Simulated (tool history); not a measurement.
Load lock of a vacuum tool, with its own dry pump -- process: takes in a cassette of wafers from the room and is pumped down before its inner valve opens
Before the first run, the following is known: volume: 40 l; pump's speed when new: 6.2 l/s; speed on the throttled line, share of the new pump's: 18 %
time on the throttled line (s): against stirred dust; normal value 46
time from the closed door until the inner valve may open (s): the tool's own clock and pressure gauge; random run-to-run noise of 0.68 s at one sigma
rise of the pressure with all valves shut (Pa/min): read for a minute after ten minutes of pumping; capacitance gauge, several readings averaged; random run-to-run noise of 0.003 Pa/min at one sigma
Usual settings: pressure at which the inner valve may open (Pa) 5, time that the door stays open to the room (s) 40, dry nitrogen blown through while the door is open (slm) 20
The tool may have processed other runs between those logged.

| run | hour | time on the throttled line (s) | pressure at which the inner valve may open (Pa) | time that the door stays open to the room (s) | dry nitrogen blown through while the door is open (slm) | incoming humidity of the room's air, % | time from the closed door until the inner valve may open (s) | rise of the pressure with all valves shut (Pa/min) |
|---|---|---|---|---|---|---|---|---|
| 1 | 0 | 46 | 5 | 40 | 20 | 44.3 | 117.2 | 0.054 |
|  | 100.2 | dry pump taken out, an overhauled one fitted |
| 2 | 223.5 | 39 | 5 | 40 | 20 | 43.2 | 96.3 | 0.052 |
| 3 | 418.3 | 39 | 5 | 40 | 20 | 41.1 | 97 | 0.051 |
| 4 | 533.3 | 39 | 5 | 40 | 20 | 47.7 | 97.2 | 0.056 |
| 5 | 718.9 | 39 | 5 | 40 | 20 | 45.6 | 98.1 | 0.062 |
| 6 | 885.5 | 39 | 5 | 40 | 20 | 41.8 | 97.2 | 0.053 |
| 7 | 1067.7 | 39 | 5 | 40 | 20 | 46.4 | 97.4 | 0.065 |
| 8 | 1254.3 | 39 | 5 | 40 | 20 | 44.5 | 99 | 0.063 |
| 9 | 1379.3 | 39 | 5 | 40 | 20 | 43.8 | 97.6 | 0.064 |
| 10 | 1525.8 | 25 | 5 | 40 | 20 | 45.6 | 86.3 | 0.064 |
| 11 | 1633 | 25 | 5 | 40 | 20 | 42.2 | 86.7 | 0.066 |
| 12 | 1731 | 46 | 5 | 40 | 20 | 44.5 | 104.8 | 0.067 |
| 13 | 1956.2 | 46 | 5 | 40 | 20 | 47.2 | 104.4 | 0.072 |
| 14 | 2102.5 | 46 | 5 | 40 | 20 | 46.2 | 104.8 | 0.071 |
| 15 | 2234.6 | 29 | 5 | 40 | 20 | 45.4 | 90.3 | 0.071 |
| 16 | 2386.6 | 46 | 5 | 40 | 20 | 43.5 | 105.1 | 0.07 |
| 17 | 2487.8 | 46 | 5 | 40 | 20 | 44 | 105.1 | 0.07 |
| 18 | 2649.1 | 46 | 5 | 34 | 20 | 48 | 106.5 | 0.074 |
| 19 | 2780.2 | 46 | 7 | 206 | 33 | 46.5 | 102.1 | 0.095 |
| 20 | 3012.2 | 46 | 6 | 205 | 4 | 47.1 | 103.5 | 0.133 |
| 21 | 3162.4 | 23 | 9 | 89 | 8 | 48.4 | 83.4 | 0.105 |
| 22 | 3258.9 | 46 | 4 | 59 | 20 | 42.7 | 108.6 | 0.091 |
| 23 | 3456.2 | 46 | 4 | 221 | 20 | 45.8 | 108.6 | 0.115 |
| 24 | 3616.5 | 46 | 4 | 221 | 20 | 46.1 | 108.3 | 0.117 |
| 25 | 3819.6 | 46 | 5 | 28 | 20 | 48.3 | 106.5 | 0.085 |
| 26 | 4041.2 | 46 | 5 | 28 | 20 | 45.3 | 106.9 | 0.091 |
| 27 | 4271.8 | 46 | 5 | 28 | 20 | 47.4 | 107.2 | 0.089 |
| 28 | 4378.2 | 46 | 5 | 28 | 20 | 47.6 | 107.8 | 0.093 |
| 29 | 4497.9 | 46 | 9 | 28 | 21 | 44.9 | 103.3 | 0.09 |
| 30 | 4667.4 | 46 | 5 | 52 | 18 | 46.1 | 107.8 | 0.101 |
| 31 | 4880.8 | 46 | 8 | 59 | 6 | 45 | 103.4 | 0.115 |
| 32 | 5111 | 46 | 5 | 59 | 13 | 46.8 | 108 | 0.111 |
| 33 | 5271.1 | 46 | 5 | 31 | 5 | 42.9 | 108.6 | 0.103 |
| 34 | 5463.9 | 82 | 7 | 40 | 27 | 44 | 134.8 | 0.104 |
| 35 | 5588.2 | 82 | 7 | 40 | 27 | 45.7 | 135.9 | 0.103 |
| 36 | 5752.1 | 48 | 9 | 70 | 27 | 45.4 | 104.7 | 0.11 |

Selected run-to-run steps in time from the closed door until the inner valve may open (s), each split into two signed amounts: the part the tool would show with no hidden state at all (from settings, incoming material and random variation), and the remainder, which goes to the hidden state together with any gauge scatter not common to the measured and the hidden-state-free results:
Hidden state present: pump's speed, % of a new pump's; leak at the door's seal, Pa l/s; drift of the gauge itself on ready_s, %; drift of the gauge itself on rise_pa_min, %.
Run 1 -> 2: time on the throttled line (s) 46 -> 39, dry pump taken out, an overhauled one fitted. time from the closed door until the inner valve may open (s) -20.9: hidden state -15.2, all else -5.7.
Run 21 -> 22: time on the throttled line (s) 23 -> 46, pressure at which the inner valve may open (Pa) 9 -> 4, time that the door stays open to the room (s) 89 -> 59, dry nitrogen blown through while the door is open (slm) 8 -> 20. time from the closed door until the inner valve may open (s) +25.2: hidden state +0.4, all else +24.8.
Run 29 -> 30: pressure at which the inner valve may open (Pa) 9 -> 5, time that the door stays open to the room (s) 28 -> 52, dry nitrogen blown through while the door is open (slm) 21 -> 18. time from the closed door until the inner valve may open (s) +4.5: hidden state +0.7, all else +3.8.
Run 31 -> 32: pressure at which the inner valve may open (Pa) 8 -> 5, dry nitrogen blown through while the door is open (slm) 6 -> 13. time from the closed door until the inner valve may open (s) +4.6: hidden state +0.7, all else +3.9.
Run 33 -> 34: time on the throttled line (s) 46 -> 82, pressure at which the inner valve may open (Pa) 5 -> 7, time that the door stays open to the room (s) 31 -> 40, dry nitrogen blown through while the door is open (slm) 5 -> 27. time from the closed door until the inner valve may open (s) +26.2: hidden state -0.7, all else +26.9.
Run 35 -> 36: time on the throttled line (s) 82 -> 48, pressure at which the inner valve may open (Pa) 7 -> 9, time that the door stays open to the room (s) 40 -> 70. time from the closed door until the inner valve may open (s) -31.2: hidden state +0.4, all else -31.6.
